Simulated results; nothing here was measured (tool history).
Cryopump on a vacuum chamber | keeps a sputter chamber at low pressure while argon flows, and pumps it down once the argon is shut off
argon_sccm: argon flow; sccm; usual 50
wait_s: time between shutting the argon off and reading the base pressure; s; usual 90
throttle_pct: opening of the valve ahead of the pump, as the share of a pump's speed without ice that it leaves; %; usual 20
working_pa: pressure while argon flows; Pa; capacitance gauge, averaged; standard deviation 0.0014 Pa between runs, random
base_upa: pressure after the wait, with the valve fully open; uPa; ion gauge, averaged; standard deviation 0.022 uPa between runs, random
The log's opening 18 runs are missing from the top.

{"run": 19, "day": 36.933, "argon_sccm": 90, "wait_s": 36, "throttle_pct": 37, "working_pa": 0.3367, "base_upa": 2.78}
{"run": 20, "day": 38.338, "argon_sccm": 50, "wait_s": 32, "throttle_pct": 23, "working_pa": 0.2935, "base_upa": 2.87}
{"run": 21, "day": 39.896, "argon_sccm": 50, "wait_s": 91, "throttle_pct": 22, "working_pa": 0.3055, "base_upa": 2.27}
{"run": 22, "day": 41.708, "argon_sccm": 50, "wait_s": 26, "throttle_pct": 22, "working_pa": 0.3086, "base_upa": 3.3}
{"run": 23, "day": 43.458, "argon_sccm": 51, "wait_s": 37, "throttle_pct": 29, "working_pa": 0.2421, "base_upa": 2.91}
{"run": 24, "day": 45.658, "argon_sccm": 51, "wait_s": 37, "throttle_pct": 29, "working_pa": 0.2442, "base_upa": 3.04}
{"run": 25, "day": 47.733, "argon_sccm": 50, "wait_s": 59, "throttle_pct": 20, "working_pa": 0.3395, "base_upa": 2.77}
{"run": 26, "day": 50.346, "argon_sccm": 50, "wait_s": 84, "throttle_pct": 27, "working_pa": 0.2591, "base_upa": 2.67}
{"run": 27, "day": 52.667, "argon_sccm": 50, "wait_s": 221, "throttle_pct": 44, "working_pa": 0.168, "base_upa": 2.55}
{"run": 28, "day": 54.212, "argon_sccm": 53, "wait_s": 109, "throttle_pct": 34, "working_pa": 0.2258, "base_upa": 2.75}
{"run": 29, "day": 55.496, "argon_sccm": 53, "wait_s": 109, "throttle_pct": 34, "working_pa": 0.224, "base_upa": 2.68}
{"run": 30, "day": 57.708, "argon_sccm": 50, "wait_s": 166, "throttle_pct": 20, "working_pa": 0.3462, "base_upa": 2.68}
{"run": 31, "day": 60.292, "argon_sccm": 50, "wait_s": 166, "throttle_pct": 20, "working_pa": 0.3484, "base_upa": 2.84}
{"run": 32, "day": 62.625, "argon_sccm": 50, "wait_s": 205, "throttle_pct": 20, "working_pa": 0.3472, "base_upa": 2.85}
{"run": 33, "day": 64.817, "argon_sccm": 41, "wait_s": 299, "throttle_pct": 50, "working_pa": 0.13, "base_upa": 2.89}
{"day": 65.292, "done": "pump warmed up, emptied and cooled again"}
{"run": 34, "day": 67.542, "argon_sccm": 50, "wait_s": 80, "throttle_pct": 16, "working_pa": 0.4058, "base_upa": 2.45}

Below are 4 alternative next runs, each starting from the tool's condition after run 34. Predict each:
{"run": "A", "day": 69.267, "argon_sccm": 47, "wait_s": 64, "throttle_pct": 16, "working_pa": "?", "base_upa": "?"}
{"run": "B", "day": 69.267, "argon_sccm": 32, "wait_s": 193, "throttle_pct": 16, "working_pa": "?", "base_upa": "?"}
{"run": "C", "day": 69.267, "argon_sccm": 50, "wait_s": 90, "throttle_pct": 27, "working_pa": "?", "base_upa": "?"}
{"run": "D", "day": 69.267, "argon_sccm": 50, "wait_s": 90, "throttle_pct": 21, "working_pa": "?", "base_upa": "?"}

run=A working_pa=0.381 base_upa=2.56
run=B working_pa=0.2586 base_upa=2.23
run=C working_pa=0.2428 base_upa=2.47
run=D working_pa=0.309 base_upa=2.44
What these runs would have given with no unlogged condition in the tool:
run=A working_pa=0.3769 base_upa=0.73
run=B working_pa=0.2558 base_upa=0.38
run=C working_pa=0.2385 base_upa=0.59
run=D working_pa=0.3047 base_upa=0.58
